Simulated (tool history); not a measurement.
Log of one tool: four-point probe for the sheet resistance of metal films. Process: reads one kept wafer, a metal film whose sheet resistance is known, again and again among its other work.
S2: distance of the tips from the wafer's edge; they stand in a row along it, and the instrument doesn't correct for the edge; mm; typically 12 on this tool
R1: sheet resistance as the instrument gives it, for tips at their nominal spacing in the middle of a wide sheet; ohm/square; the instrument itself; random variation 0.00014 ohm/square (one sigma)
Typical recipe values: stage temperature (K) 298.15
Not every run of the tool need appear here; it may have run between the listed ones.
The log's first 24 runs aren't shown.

run 25 day=34.058 | stage_temperature_(K)=294.15 S2=14 | R1=0.703278
run 26 day=36.012 | stage_temperature_(K)=299.15 S2=12 | R1=0.702664
run 27 day=37.533 | stage_temperature_(K)=303.15 S2=8 | R1=0.702790
run 28 day=39.138 | stage_temperature_(K)=295.15 S2=5 | R1=0.706044
run 29 day=41.033 | stage_temperature_(K)=296.15 S2=14 | R1=0.702310
run 30 day=42.679 | stage_temperature_(K)=300.15 S2=5 | R1=0.704559
run 31 day=43.875 | stage_temperature_(K)=296.15 S2=52 | R1=0.701621
run 32 day=45.817 | stage_temperature_(K)=305.15 S2=3 | R1=0.710479
run 33 day=47.279 | stage_temperature_(K)=305.15 S2=3 | R1=0.710266
run 34 day=48.950 | stage_temperature_(K)=306.15 S2=35 | R1=0.699653
run 35 day=50.692 | stage_temperature_(K)=300.15 S2=10 | R1=0.701174

What does the tool deliver on the next run?
run 36 day=52.317 | stage_temperature_(K)=300.15 S2=30 | R1=?

Run 36 measured R1 0.699984 ohm/square.
Had the tool carried no hidden state, the very same run would have given R1 0.699359 ohm/square.
